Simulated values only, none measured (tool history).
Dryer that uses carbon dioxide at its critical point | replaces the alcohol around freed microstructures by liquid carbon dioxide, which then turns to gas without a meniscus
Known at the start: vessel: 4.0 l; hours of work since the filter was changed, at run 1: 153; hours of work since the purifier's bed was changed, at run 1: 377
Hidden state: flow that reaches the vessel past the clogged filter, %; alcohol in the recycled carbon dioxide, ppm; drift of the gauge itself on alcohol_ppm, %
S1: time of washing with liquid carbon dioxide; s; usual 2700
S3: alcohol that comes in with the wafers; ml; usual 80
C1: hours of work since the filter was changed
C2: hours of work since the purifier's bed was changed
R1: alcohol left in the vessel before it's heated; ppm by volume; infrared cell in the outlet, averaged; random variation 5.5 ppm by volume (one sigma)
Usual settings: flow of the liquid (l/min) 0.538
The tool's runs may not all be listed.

run 1 day=0.000 | S1=2700 flow_of_the_liquid_(l/min)=0.538 S3=80 | C1=153 C2=377 | R1=271
run 2 day=0.688 | S1=2700 flow_of_the_liquid_(l/min)=0.362 S3=80 | C1=166 C2=390 | R1=1024
-- day=1.379 inlet filter changed
run 3 day=1.671 | S1=2700 flow_of_the_liquid_(l/min)=0.538 S3=80 | C1=5 C2=407 | R1=219
run 4 day=2.475 | S1=2700 flow_of_the_liquid_(l/min)=0.538 S3=80 | C1=20 C2=422 | R1=223
run 5 day=3.117 | S1=2340 flow_of_the_liquid_(l/min)=0.538 S3=80 | C1=32 C2=434 | R1=362
run 6 day=3.558 | S1=2700 flow_of_the_liquid_(l/min)=0.538 S3=80 | C1=40 C2=442 | R1=236
run 7 day=4.304 | S1=2700 flow_of_the_liquid_(l/min)=0.374 S3=80 | C1=54 C2=456 | R1=764
run 8 day=4.838 | S1=2700 flow_of_the_liquid_(l/min)=0.538 S3=80 | C1=64 C2=466 | R1=232
run 9 day=5.775 | S1=2700 flow_of_the_liquid_(l/min)=0.538 S3=80 | C1=82 C2=484 | R1=258
run 10 day=6.208 | S1=2700 flow_of_the_liquid_(l/min)=0.538 S3=80 | C1=90 C2=492 | R1=258
run 11 day=6.746 | S1=2700 flow_of_the_liquid_(l/min)=0.538 S3=80 | C1=100 C2=502 | R1=256
run 12 day=7.646 | S1=2700 flow_of_the_liquid_(l/min)=0.764 S3=80 | C1=116 C2=518 | R1=111
run 13 day=8.400 | S1=2760 flow_of_the_liquid_(l/min)=0.764 S3=80 | C1=130 C2=532 | R1=104
run 14 day=9.225 | S1=2760 flow_of_the_liquid_(l/min)=0.764 S3=80 | C1=145 C2=548 | R1=105
run 15 day=9.858 | S1=2760 flow_of_the_liquid_(l/min)=0.764 S3=80 | C1=157 C2=559 | R1=115
run 16 day=10.379 | S1=2760 flow_of_the_liquid_(l/min)=0.764 S3=80 | C1=167 C2=569 | R1=116
-- day=11.075 inlet filter changed
run 17 day=11.104 | S1=2760 flow_of_the_liquid_(l/min)=0.764 S3=80 | C1=1 C2=582 | R1=115
run 18 day=11.958 | S1=2760 flow_of_the_liquid_(l/min)=0.764 S3=80 | C1=16 C2=597 | R1=111
run 19 day=12.829 | S1=2820 flow_of_the_liquid_(l/min)=0.548 S3=73 | C1=33 C2=614 | R1=199
run 20 day=13.354 | S1=1680 flow_of_the_liquid_(l/min)=0.395 S3=87 | C1=42 C2=623 | R1=2479
run 21 day=13.775 | S1=2880 flow_of_the_liquid_(l/min)=0.522 S3=87 | C1=50 C2=631 | R1=249
run 22 day=14.696 | S1=3000 flow_of_the_liquid_(l/min)=0.538 S3=72 | C1=67 C2=648 | R1=188
run 23 day=15.304 | S1=1680 flow_of_the_liquid_(l/min)=0.680 S3=102 | C1=78 C2=659 | R1=687
run 24 day=15.942 | S1=1680 flow_of_the_liquid_(l/min)=0.680 S3=102 | C1=90 C2=671 | R1=694
run 25 day=16.833 | S1=1680 flow_of_the_liquid_(l/min)=0.680 S3=102 | C1=107 C2=688 | R1=721
run 26 day=17.325 | S1=3900 flow_of_the_liquid_(l/min)=0.501 S3=25 | C1=116 C2=697 | R1=123
run 27 day=17.817 | S1=3900 flow_of_the_liquid_(l/min)=0.501 S3=25 | C1=125 C2=706 | R1=128
run 28 day=18.479 | S1=1680 flow_of_the_liquid_(l/min)=0.501 S3=25 | C1=137 C2=718 | R1=531
-- day=18.896 purifier's bed changed
run 29 day=19.296 | S1=1680 flow_of_the_liquid_(l/min)=0.501 S3=25 | C1=150 C2=7 | R1=423
run 30 day=19.983 | S1=2700 flow_of_the_liquid_(l/min)=0.412 S3=59 | C1=163 C2=20 | R1=429
run 31 day=20.625 | S1=3720 flow_of_the_liquid_(l/min)=0.802 S3=29 | C1=175 C2=32 | R1=10
-- day=20.833 inlet filter changed
run 32 day=21.404 | S1=1680 flow_of_the_liquid_(l/min)=0.474 S3=51 | C1=11 C2=46 | R1=863
run 33 day=22.238 | S1=1680 flow_of_the_liquid_(l/min)=0.474 S3=51 | C1=26 C2=61 | R1=865
run 34 day=22.708 | S1=2040 flow_of_the_liquid_(l/min)=0.772 S3=44 | C1=35 C2=70 | R1=59
run 35 day=23.588 | S1=3060 flow_of_the_liquid_(l/min)=0.348 S3=33 | C1=51 C2=86 | R1=252
run 36 day=24.188 | S1=1800 flow_of_the_liquid_(l/min)=0.538 S3=31 | C1=62 C2=97 | R1=327

Forecast each of these 4 alternatives for the next run:
run A day=24.792 | S1=2160 flow_of_the_liquid_(l/min)=0.538 S3=89 | C1=73 C2=109 | R1=?
run B day=24.792 | S1=1740 flow_of_the_liquid_(l/min)=0.538 S3=26 | C1=73 C2=109 | R1=?
run C day=24.792 | S1=2700 flow_of_the_liquid_(l/min)=0.669 S3=80 | C1=73 C2=109 | R1=?
run D day=24.792 | S1=1800 flow_of_the_liquid_(l/min)=0.734 S3=37 | C1=73 C2=109 | R1=?

run=A R1=486
run=B R1=306
run=C R1=76
run=D R1=147
Without the tool's hidden state the same runs would have given:
run=A R1=419
run=B R1=264
run=C R1=51
run=D R1=115
